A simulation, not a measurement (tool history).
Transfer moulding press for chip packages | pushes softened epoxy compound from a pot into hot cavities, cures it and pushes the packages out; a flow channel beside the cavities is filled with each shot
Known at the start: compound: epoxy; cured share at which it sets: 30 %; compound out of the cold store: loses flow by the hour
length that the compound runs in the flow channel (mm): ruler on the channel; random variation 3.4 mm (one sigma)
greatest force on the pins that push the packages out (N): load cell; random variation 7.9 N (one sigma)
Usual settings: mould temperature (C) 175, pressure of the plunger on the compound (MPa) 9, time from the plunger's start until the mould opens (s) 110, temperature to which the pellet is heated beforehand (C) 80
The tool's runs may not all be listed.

run   hour  mould temperature (C)  pressure of the plunger on the compound (MPa)  time from the plunger's start until the mould opens (s)  temperature to which the pellet is heated beforehand (C)  incoming compound's hours out of the cold store  length that the compound runs in the flow channel (mm)  greatest force on the pins that push the packages out (N)
  1      0                    175                                              9                                                      110                                                        80                                             45.8                                                     847                                                        328
      10.9  -- plunger's sealing rings changed
  2   12.2                    175                                           8.71                                                      110                                                        80                                             17.5                                                     983                                                        333
  3   25.9                    175                                              9                                                      110                                                        80                                             11.1                                                    1031                                                        347
  4   33.7                    175                                              9                                                      110                                                        80                                             25.4                                                     952                                                        344
  5     47                    175                                              9                                                      110                                                        89                                             15.4                                                    1008                                                        326
  6     61                    175                                              9                                                      110                                                        89                                               17                                                     998                                                        340
  7   72.4                    175                                              9                                                      110                                                        89                                             24.8                                                     954                                                        329
      83.9  -- cavities cleaned with cleaning compound and waxed
  8   88.4                    175                                              9                                                      110                                                        80                                             17.1                                                    1001                                                        321
  9  102.5                    175                                              9                                                      110                                                        80                                             27.8                                                     941                                                        326
 10  111.9                    175                                              9                                                      110                                                        80                                             27.9                                                     936                                                        322
 11  126.9                    175                                              9                                                      110                                                        80                                             42.8                                                     862                                                        322
 12  142.1                    175                                              9                                                      110                                                        80                                             30.2                                                     921                                                        339
 13  154.8                    175                                              9                                                      110                                                        80                                             10.1                                                    1044                                                        342
     165.3  -- cavities cleaned with cleaning compound and waxed
 14  168.7                    175                                              9                                                      104                                                        80                                             12.7                                                    1025                                                        373
 15  177.8                    176                                           7.02                                                      124                                                        83                                             21.4                                                     855                                                        283
 16  184.7                    167                                           7.06                                                       98                                                        74                                              8.7                                                     958                                                        769
 17  199.1                    167                                           7.06                                                       93                                                        74                                             47.1                                                     765                                                        724
 18  213.3                    167                                           7.06                                                       98                                                        74                                             15.6                                                     917                                                        738
 19  222.6                    167                                           7.06                                                       98                                                        74                                             12.4                                                     944                                                        750
 20  236.3                    181                                              9                                                       94                                                        74                                             28.1                                                     919                                                        334
     246.9  -- cavities cleaned with cleaning compound and waxed
 21  252.5                    171                                          10.67                                                       94                                                        74                                             41.9                                                     957                                                        567

The next listed run, before its measurement:
 22   259                    175                                           6.87                                                      110                                                        80                                             45.6                                                       ?                                                          ?

length that the compound runs in the flow channel (mm): 740
greatest force on the pins that push the packages out (N): 317
Without the tool's hidden state the same run would have given length that the compound runs in the flow channel (mm) 741, greatest force on the pins that push the packages out (N) 316.

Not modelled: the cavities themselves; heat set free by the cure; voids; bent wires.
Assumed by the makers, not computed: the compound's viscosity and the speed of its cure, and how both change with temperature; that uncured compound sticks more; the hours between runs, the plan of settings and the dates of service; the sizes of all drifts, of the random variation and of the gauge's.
